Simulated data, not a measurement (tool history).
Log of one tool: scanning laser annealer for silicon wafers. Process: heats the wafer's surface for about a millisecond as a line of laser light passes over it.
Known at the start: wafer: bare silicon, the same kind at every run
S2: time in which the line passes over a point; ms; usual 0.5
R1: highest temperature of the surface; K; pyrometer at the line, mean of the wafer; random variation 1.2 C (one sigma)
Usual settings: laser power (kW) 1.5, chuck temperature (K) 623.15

run 1 hour=0 | laser_power_(kW)=1.5 S2=0.5 chuck_temperature_(K)=623.15 | R1=1383.15
run 2 hour=29.7 | laser_power_(kW)=1.5 S2=0.5 chuck_temperature_(K)=623.15 | R1=1382.15
run 3 hour=90.1 | laser_power_(kW)=1.614 S2=0.5 chuck_temperature_(K)=623.15 | R1=1433.15
run 4 hour=138.6 | laser_power_(kW)=1.5 S2=0.5 chuck_temperature_(K)=600.15 | R1=1355.15
run 5 hour=198 | laser_power_(kW)=1.5 S2=0.402 chuck_temperature_(K)=600.15 | R1=1287.15
run 6 hour=242.8 | laser_power_(kW)=1.5 S2=0.402 chuck_temperature_(K)=600.15 | R1=1288.15
run 7 hour=313.6 | laser_power_(kW)=1.5 S2=0.402 chuck_temperature_(K)=600.15 | R1=1284.15
run 8 hour=351 | laser_power_(kW)=1.5 S2=0.402 chuck_temperature_(K)=600.15 | R1=1281.15
run 9 hour=421.6 | laser_power_(kW)=1.5 S2=0.402 chuck_temperature_(K)=600.15 | R1=1282.15
run 10 hour=452 | laser_power_(kW)=1.459 S2=0.567 chuck_temperature_(K)=584.15 | R1=1356.15
-- hour=480.7 window over the wafer cleaned
run 11 hour=512.2 | laser_power_(kW)=1.459 S2=0.567 chuck_temperature_(K)=584.15 | R1=1362.15
run 12 hour=562.4 | laser_power_(kW)=1.459 S2=0.567 chuck_temperature_(K)=584.15 | R1=1363.15

Run 13 comes next. What will it give?
run 13 hour=593 | laser_power_(kW)=1.5 S2=0.588 chuck_temperature_(K)=657.15 | R1=?

{"run 13": {"R1": 1468.15}}
Without the tool's hidden state the same run would have given R1 1478.15 K.

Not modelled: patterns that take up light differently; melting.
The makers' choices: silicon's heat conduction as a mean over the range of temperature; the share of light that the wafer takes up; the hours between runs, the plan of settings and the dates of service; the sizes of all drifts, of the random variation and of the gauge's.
